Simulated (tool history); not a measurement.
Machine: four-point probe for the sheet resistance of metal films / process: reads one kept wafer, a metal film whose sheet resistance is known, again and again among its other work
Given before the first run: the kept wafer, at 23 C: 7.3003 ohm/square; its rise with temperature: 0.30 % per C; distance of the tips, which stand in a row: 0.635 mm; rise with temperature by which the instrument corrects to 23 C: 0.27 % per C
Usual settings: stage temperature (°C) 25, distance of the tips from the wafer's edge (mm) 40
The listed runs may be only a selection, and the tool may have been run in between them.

| run | hour | stage temperature (°C) | distance of the tips from the wafer's edge (mm) | sheet resistance as the instrument gives it (ohm/square) |
|---|---|---|---|---|
| 1 | 0 | 25 | 40 | 7.294012 |
| 2 | 22.4 | 25 | 22 | 7.295937 |
| 3 | 42.3 | 20 | 40 | 7.284404 |
| 4 | 61.6 | 25 | 39 | 7.293444 |
| 5 | 72.5 | 25 | 39 | 7.294936 |
| 6 | 89.9 | 25 | 39 | 7.295721 |
| 7 | 106.2 | 25 | 39 | 7.298064 |
| 8 | 124.1 | 25 | 70 | 7.295117 |
| 9 | 145.8 | 25 | 40 | 7.29332 |
| 10 | 169.8 | 25 | 40 | 7.294334 |
| 11 | 188.6 | 25 | 40 | 7.294126 |
| 12 | 210.7 | 25 | 12 | 7.304005 |
| 13 | 227.4 | 25 | 12 | 7.305304 |
| 14 | 238.4 | 26 | 12 | 7.307277 |
| 15 | 250.3 | 24 | 40 | 7.289126 |
| 16 | 274.7 | 25 | 40 | 7.294272 |
| 17 | 293.9 | 25 | 40 | 7.297194 |
| 18 | 313.7 | 25 | 40 | 7.292057 |
| 19 | 333.5 | 25 | 40 | 7.292349 |
| 20 | 344.7 | 25 | 40 | 7.292411 |
| 21 | 359.5 | 25 | 40 | 7.294315 |
| 22 | 380.6 | 25 | 40 | 7.292914 |
| 23 | 397.8 | 22 | 10 | 7.301557 |
| 24 | 412.6 | 22 | 10 | 7.299149 |
| 25 | 431.8 | 34 | 71 | 7.310327 |
| 26 | 455.1 | 25 | 12 | 7.301512 |
| 27 | 476.1 | 33 | 36 | 7.307672 |
| 28 | 495.6 | 32 | 55 | 7.304182 |
| 29 | 507.7 | 32 | 55 | 7.307102 |
| 30 | 526.8 | 32 | 55 | 7.304698 |
| 31 | 545.3 | 19 | 4 | 7.373442 |
| 32 | 558.6 | 19 | 4 | 7.374946 |
| 33 | 579 | 22 | 21 | 7.289213 |
| 34 | 600.9 | 23 | 7 | 7.316254 |
| 35 | 626.3 | 28 | 14 | 7.303033 |
| 36 | 641.4 | 19 | 3 | 7.444899 |
| 37 | 658.9 | 32 | 7 | 7.33489 |
| 38 | 672.7 | 32 | 7 | 7.331614 |
| 39 | 697 | 21 | 9 | 7.299218 |
| 40 | 712.8 | 21 | 9 | 7.298071 |
| 41 | 733.6 | 30 | 58 | 7.298553 |
| 42 | 745.4 | 32 | 40 | 7.303167 |
| 43 | 761.8 | 30 | 4 | 7.396206 |
| 44 | 786.5 | 21 | 9 | 7.299609 |

Here are 3 independent what-if runs from the current tool condition. What would each one return?
| A | 798 | 26 | 5 | ? |
| B | 798 | 24 | 40 | ? |
| C | 798 | 25 | 57 | ? |

| run | sheet resistance as the instrument gives it (ohm/square) |
|---|---|
| A | 7.352143 |
| B | 7.283994 |
| C | 7.289073 |
Had the tool no hidden state, the same runs would have come out as:
| run | sheet resistance as the instrument gives it (ohm/square) |
|---|---|
| A | 7.36986 |
| B | 7.301552 |
| C | 7.306647 |
